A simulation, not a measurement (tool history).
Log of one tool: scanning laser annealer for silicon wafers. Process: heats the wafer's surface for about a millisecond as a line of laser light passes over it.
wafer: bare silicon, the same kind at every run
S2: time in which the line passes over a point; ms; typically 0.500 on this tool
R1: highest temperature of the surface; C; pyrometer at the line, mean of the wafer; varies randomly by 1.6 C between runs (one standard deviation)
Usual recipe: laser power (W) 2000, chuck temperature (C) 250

{"run": 1, "hour": 0.0, "laser power (W)": 2000, "S2": 0.5, "chuck temperature (C)": 250, "R1": 1026}
{"run": 2, "hour": 39.2, "laser power (W)": 2000, "S2": 0.5, "chuck temperature (C)": 253, "R1": 1026}
{"run": 3, "hour": 73.2, "laser power (W)": 2000, "S2": 0.465, "chuck temperature (C)": 250, "R1": 996}
{"run": 4, "hour": 118.1, "laser power (W)": 2000, "S2": 0.465, "chuck temperature (C)": 250, "R1": 993}
{"run": 5, "hour": 155.5, "laser power (W)": 2000, "S2": 0.541, "chuck temperature (C)": 250, "R1": 1053}
{"run": 6, "hour": 187.7, "laser power (W)": 2000, "S2": 0.541, "chuck temperature (C)": 250, "R1": 1050}
{"run": 7, "hour": 221.6, "laser power (W)": 2000, "S2": 0.541, "chuck temperature (C)": 250, "R1": 1048}
{"run": 8, "hour": 268.2, "laser power (W)": 2000, "S2": 0.541, "chuck temperature (C)": 250, "R1": 1049}
{"run": 9, "hour": 324.4, "laser power (W)": 2000, "S2": 0.541, "chuck temperature (C)": 250, "R1": 1047}
{"hour": 338.2, "done": "optics aligned, line set to its width"}
{"run": 10, "hour": 396.0, "laser power (W)": 2000, "S2": 0.541, "chuck temperature (C)": 250, "R1": 1049}
{"run": 11, "hour": 425.7, "laser power (W)": 2000, "S2": 0.541, "chuck temperature (C)": 250, "R1": 1048}
{"run": 12, "hour": 477.4, "laser power (W)": 2000, "S2": 0.541, "chuck temperature (C)": 250, "R1": 1047}
{"run": 13, "hour": 536.6, "laser power (W)": 2000, "S2": 0.5, "chuck temperature (C)": 275, "R1": 1039}
{"run": 14, "hour": 596.4, "laser power (W)": 2000, "S2": 0.5, "chuck temperature (C)": 275, "R1": 1033}
{"hour": 648.1, "done": "window over the wafer cleaned"}
{"run": 15, "hour": 665.0, "laser power (W)": 2000, "S2": 0.5, "chuck temperature (C)": 275, "R1": 1061}
{"run": 16, "hour": 717.4, "laser power (W)": 2000, "S2": 0.5, "chuck temperature (C)": 275, "R1": 1059}
{"run": 17, "hour": 771.2, "laser power (W)": 2000, "S2": 0.5, "chuck temperature (C)": 250, "R1": 1033}
{"run": 18, "hour": 802.8, "laser power (W)": 2000, "S2": 0.5, "chuck temperature (C)": 250, "R1": 1032}
{"run": 19, "hour": 831.4, "laser power (W)": 2000, "S2": 0.404, "chuck temperature (C)": 250, "R1": 955}
{"run": 20, "hour": 869.5, "laser power (W)": 2000, "S2": 0.404, "chuck temperature (C)": 250, "R1": 953}
{"run": 21, "hour": 922.4, "laser power (W)": 1998, "S2": 0.404, "chuck temperature (C)": 241, "R1": 940}
{"run": 22, "hour": 958.5, "laser power (W)": 2000, "S2": 0.422, "chuck temperature (C)": 219, "R1": 935}
{"run": 23, "hour": 1000.7, "laser power (W)": 2000, "S2": 0.399, "chuck temperature (C)": 217, "R1": 912}
{"run": 24, "hour": 1049.6, "laser power (W)": 2000, "S2": 0.399, "chuck temperature (C)": 217, "R1": 911}
{"run": 25, "hour": 1102.2, "laser power (W)": 2000, "S2": 0.399, "chuck temperature (C)": 217, "R1": 908}

Run 26 is up next; what results do you expect?
{"run": 26, "hour": 1147.6, "laser power (W)": 2125, "S2": 0.509, "chuck temperature (C)": 261, "R1": "?"}

Run 26 came out at R1 1088 C.
If the tool had no hidden condition, the same run with the same run-to-run variation would have returned R1 1101 C.

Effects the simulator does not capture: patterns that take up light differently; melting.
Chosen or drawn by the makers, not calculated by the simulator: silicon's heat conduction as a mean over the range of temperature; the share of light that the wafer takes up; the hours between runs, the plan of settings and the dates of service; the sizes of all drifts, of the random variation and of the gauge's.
